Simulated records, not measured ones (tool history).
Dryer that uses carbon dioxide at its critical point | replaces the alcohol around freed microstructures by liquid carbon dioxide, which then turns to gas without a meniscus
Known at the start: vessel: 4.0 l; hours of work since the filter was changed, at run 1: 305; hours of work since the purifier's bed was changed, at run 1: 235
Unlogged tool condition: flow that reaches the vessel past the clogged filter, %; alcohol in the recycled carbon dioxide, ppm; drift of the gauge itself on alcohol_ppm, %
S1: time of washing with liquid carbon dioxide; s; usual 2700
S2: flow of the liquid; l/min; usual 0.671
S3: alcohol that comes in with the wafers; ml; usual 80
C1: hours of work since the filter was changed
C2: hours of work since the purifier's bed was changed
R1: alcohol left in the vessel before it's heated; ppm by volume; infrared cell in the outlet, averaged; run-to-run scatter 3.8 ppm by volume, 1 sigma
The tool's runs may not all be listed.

run 1 hour=0 | S1=2700 S2=0.671 S3=80 | C1=305 C2=235 | R1=74
run 2 hour=5.6 | S1=2460 S2=0.671 S3=80 | C1=309 C2=239 | R1=102
run 3 hour=14.4 | S1=2460 S2=0.671 S3=80 | C1=315 C2=246 | R1=111
run 4 hour=23.6 | S1=2460 S2=0.671 S3=80 | C1=322 C2=252 | R1=105
run 5 hour=34.1 | S1=2460 S2=0.671 S3=80 | C1=330 C2=260 | R1=102
run 6 hour=42.8 | S1=2460 S2=0.671 S3=80 | C1=337 C2=267 | R1=102
run 7 hour=50.1 | S1=2700 S2=0.671 S3=80 | C1=342 C2=272 | R1=81
run 8 hour=59.6 | S1=2700 S2=0.671 S3=80 | C1=349 C2=279 | R1=79
run 9 hour=68.2 | S1=2700 S2=0.671 S3=80 | C1=356 C2=286 | R1=73
run 10 hour=79.9 | S1=2160 S2=0.671 S3=111 | C1=364 C2=295 | R1=275
run 11 hour=91.3 | S1=1980 S2=0.484 S3=111 | C1=373 C2=303 | R1=1267
run 12 hour=97.2 | S1=3000 S2=0.76 S3=50 | C1=377 C2=308 | R1=33
run 13 hour=104.2 | S1=2580 S2=0.76 S3=24 | C1=383 C2=313 | R1=38
run 14 hour=111.2 | S1=2700 S2=0.671 S3=33 | C1=388 C2=318 | R1=51
run 15 hour=121.2 | S1=2760 S2=0.452 S3=33 | C1=395 C2=326 | R1=178
run 16 hour=133.3 | S1=2760 S2=0.452 S3=33 | C1=404 C2=335 | R1=175
run 17 hour=146.3 | S1=2640 S2=0.835 S3=66 | C1=414 C2=344 | R1=37

4 options for the next run, each taken on its own from the tool as it stands now. Forecast them:
run A hour=158.3 | S1=4080 S2=0.845 S3=66 | C1=423 C2=353 | R1=?
run B hour=158.3 | S1=2640 S2=0.477 S3=66 | C1=423 C2=353 | R1=?
run C hour=158.3 | S1=2460 S2=0.474 S3=29 | C1=423 C2=353 | R1=?
run D hour=158.3 | S1=3540 S2=0.781 S3=29 | C1=423 C2=353 | R1=?

run=A R1=30
run=B R1=314
run=C R1=193
run=D R1=36
With the hidden condition removed and each run's random variation left untouched, the same runs would have given:
run=A R1=4
run=B R1=202
run=C R1=119
run=D R1=10

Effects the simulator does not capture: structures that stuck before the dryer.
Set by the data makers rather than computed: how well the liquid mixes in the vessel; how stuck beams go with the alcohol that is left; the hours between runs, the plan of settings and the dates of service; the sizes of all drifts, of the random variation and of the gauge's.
